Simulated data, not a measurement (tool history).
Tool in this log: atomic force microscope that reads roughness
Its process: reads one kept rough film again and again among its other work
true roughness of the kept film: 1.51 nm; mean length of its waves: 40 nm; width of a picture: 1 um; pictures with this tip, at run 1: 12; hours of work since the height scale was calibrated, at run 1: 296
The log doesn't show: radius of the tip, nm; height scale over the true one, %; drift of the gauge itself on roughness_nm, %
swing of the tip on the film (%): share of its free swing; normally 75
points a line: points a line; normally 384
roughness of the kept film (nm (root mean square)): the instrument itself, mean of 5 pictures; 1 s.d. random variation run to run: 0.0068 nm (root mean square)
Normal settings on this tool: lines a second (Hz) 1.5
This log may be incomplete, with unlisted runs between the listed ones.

run,hour,lines a second (Hz),swing of the tip on the film (%),points a line,pictures with this tip,hours of work since the height scale was calibrated,roughness of the kept film (nm (root mean square))
1,0,1.5,75,384,12,296,1.354
2,19.4,1.5,75,384,34,305,1.34
3,50.8,1.5,75,384,71,319,1.338
# hour 69.5: new tip fitted
4,73.7,1.5,75,384,5,330,1.38
5,103.6,1.5,75,348,39,344,1.357
6,118.8,1.19,75,348,57,351,1.347
7,144.4,1.19,75,348,86,363,1.339
# hour 150.1: new tip fitted
8,164.8,1.19,75,348,17,372,1.372
9,189.2,1.5,75,384,46,383,1.33
10,204,1.5,75,384,63,390,1.332
11,226.3,1.5,75,919,88,401,1.317
# hour 229.4: new tip fitted
12,240.4,1.5,75,384,12,407,1.368
13,270.1,1.5,75,384,47,421,1.34
14,296.4,1.5,59,384,77,433,1.389
# hour 310.5: new tip fitted
15,319.7,1.5,59,384,10,444,1.41
16,339.6,1.5,68,384,33,453,1.379
17,361.6,1.5,68,384,59,463,1.371
18,377.1,1.5,75,524,77,470,1.318
# hour 391.2: new tip fitted
19,391.2,1.5,75,524,0,477,1.366
20,421.7,1.5,75,352,36,491,1.349
21,443.3,1.5,75,384,61,501,1.32
# hour 471.9: new tip fitted
22,472.6,1.5,81,384,1,515,1.324
23,492.8,1.5,81,384,24,524,1.321
24,519.4,1.5,81,384,55,536,1.305
25,548.4,1.5,81,384,89,550,1.277
# hour 551.7: new tip fitted
26,575.5,1.5,75,384,27,562,1.353
27,591.3,2.47,60,384,46,570,1.364
28,604.4,2.47,60,384,61,576,1.362
29,622.4,1.05,71,944,82,584,1.365
# hour 632.3: new tip fitted
30,638.5,2,67,873,7,591,1.39
31,654.9,3.01,59,520,26,599,1.375
32,673,3.01,59,520,47,608,1.358
33,692.8,2.89,67,520,69,617,1.305
34,708,1.75,69,645,87,624,1.343
# hour 712.5: new tip fitted
35,738.8,1.51,77,593,30,638,1.336
36,768.1,1.51,65,714,64,652,1.386
37,786,0.87,60,595,85,660,1.388
# hour 794: new tip fitted
38,818,2.43,77,384,28,675,1.271

The next listed run, before its measurement:
39,837.7,3.66,75,384,51,684,?

Run 39 gave roughness of the kept film (nm (root mean square)) 1.219.
With the hidden condition absent and the run-to-run variation left alone, this run would have shown roughness of the kept film (nm (root mean square)) 1.252.

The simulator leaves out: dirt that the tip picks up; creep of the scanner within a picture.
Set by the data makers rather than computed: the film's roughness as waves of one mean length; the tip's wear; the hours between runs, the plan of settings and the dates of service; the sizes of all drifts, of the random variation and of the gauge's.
